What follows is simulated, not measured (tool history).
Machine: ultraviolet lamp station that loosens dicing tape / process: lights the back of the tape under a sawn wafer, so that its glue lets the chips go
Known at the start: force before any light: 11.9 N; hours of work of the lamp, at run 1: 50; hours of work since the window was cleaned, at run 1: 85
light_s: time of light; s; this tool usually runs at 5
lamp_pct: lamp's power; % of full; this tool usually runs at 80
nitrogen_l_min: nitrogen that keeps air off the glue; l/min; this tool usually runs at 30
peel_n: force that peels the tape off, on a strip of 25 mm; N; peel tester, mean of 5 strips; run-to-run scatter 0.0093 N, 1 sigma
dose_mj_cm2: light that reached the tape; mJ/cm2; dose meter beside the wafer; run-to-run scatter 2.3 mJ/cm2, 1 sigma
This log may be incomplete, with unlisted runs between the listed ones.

run	day	light_s	lamp_pct	nitrogen_l_min	hours of work of the lamp	hours of work since the window was cleaned	peel_n	dose_mj_cm2
1	0.000	5	80	30	50	85	0.390	214
2	1.600	5	80	30	68	102	0.408	216
3	2.438	5	60	30	77	111	0.884	156
4	3.550	5	80	30	89	123	0.391	217
5	5.038	5	80	30	105	139	0.398	213
6	6.321	5	99	30	119	153	0.202	267
7	7.417	5	80	30	131	165	0.391	216
8	8.512	5	80	16	143	177	0.603	218
9	9.421	5	80	16	153	187	0.636	216
10	10.358	5	80	16	163	197	0.623	216
11	11.867	8	80	30	179	214	0.125	338
12	13.558	8	75	30	198	232	0.147	320
13	14.883	8	75	30	212	246	0.140	319
14	15.779	8	75	30	222	256	0.134	318
15	17.383	4	80	11	239	274	1.317	172
16	18.792	5	95	37	255	289	0.209	260
17	19.817	5	95	37	266	300	0.215	255
18	21.071	3	92	17	279	314	1.425	150
19	22.662	7	63	50	297	331	0.228	235
20	23.479	7	62	14	306	340	0.554	230
21	24.967	7	62	14	322	356	0.547	229
22	25.692	3	97	54	330	364	0.694	157
23	26.504	2	76	11	338	373	4.138	85
24	27.771	10	83	49	352	386	0.093	445
25	29.346	10	83	49	369	403	0.096	450
26	30.838	5	80	32	385	420	0.378	212
27	32.171	5	80	32	400	434	0.390	217

Consider 5 possible next runs. They are alternatives, not a sequence: every one starts from the tool as it was left by run 27. What does each give?
A	33.483	2	80	26	414	448	?	?
B	33.483	2	84	28	414	448	?	?
C	33.483	5	68	29	414	448	?	?
D	33.483	5	63	21	414	448	?	?
E	33.483	4	80	57	414	448	?	?

run	peel_n	dose_mj_cm2
A	3.076	86
B	2.693	86
C	0.600	182
D	0.952	169
E	0.502	170
With no hidden state in the tool, these same runs would have given:
run	peel_n	dose_mj_cm2
A	3.073	86
B	2.690	86
C	0.599	182
D	0.950	169
E	0.501	170
